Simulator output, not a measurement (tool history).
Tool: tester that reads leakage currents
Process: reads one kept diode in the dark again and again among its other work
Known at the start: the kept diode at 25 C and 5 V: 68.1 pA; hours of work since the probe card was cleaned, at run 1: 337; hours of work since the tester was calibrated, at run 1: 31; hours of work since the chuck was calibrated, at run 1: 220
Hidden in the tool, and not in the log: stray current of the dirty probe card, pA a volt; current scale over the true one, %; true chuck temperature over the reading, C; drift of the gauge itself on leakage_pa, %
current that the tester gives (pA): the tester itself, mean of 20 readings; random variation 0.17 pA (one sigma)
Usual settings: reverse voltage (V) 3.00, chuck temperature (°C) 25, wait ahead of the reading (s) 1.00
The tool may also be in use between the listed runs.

| run | hour | reverse voltage (V) | chuck temperature (°C) | wait ahead of the reading (s) | hours of work since the probe card was cleaned | hours of work since the tester was calibrated | hours of work since the chuck was calibrated | current that the tester gives (pA) |
|---|---|---|---|---|---|---|---|---|
| 1 | 0.0 | 3.00 | 25 | 1.00 | 337 | 31 | 220 | 53.58 |
| 2 | 27.6 | 3.00 | 25 | 1.00 | 353 | 47 | 236 | 53.49 |
| 3 | 43.3 | 3.00 | 41 | 1.00 | 362 | 56 | 245 | 217.45 |
| 4 | 61.7 | 3.00 | 41 | 1.00 | 373 | 67 | 255 | 216.16 |
|  | 66.2 | chuck's temperature calibrated |
| 5 | 87.5 | 3.00 | 25 | 1.00 | 387 | 81 | 12 | 52.45 |
| 6 | 107.1 | 3.00 | 25 | 1.00 | 398 | 92 | 24 | 52.31 |
| 7 | 127.6 | 3.00 | 25 | 1.00 | 410 | 104 | 36 | 52.59 |
| 8 | 151.8 | 1.53 | 25 | 9.81 | 424 | 118 | 50 | 39.27 |
| 9 | 166.2 | 1.53 | 25 | 9.81 | 432 | 126 | 58 | 39.15 |
|  | 175.4 | chuck's temperature calibrated, once more |
| 10 | 197.3 | 3.00 | 33 | 0.83 | 449 | 143 | 13 | 114.16 |

The next listed run, before its measurement:
| 11 | 215.4 | 3.00 | 31 | 4.51 | 460 | 154 | 23 | ? |

current that the tester gives (pA): 94.41
Without the tool's hidden state the same run would have given current that the tester gives (pA) 94.86.
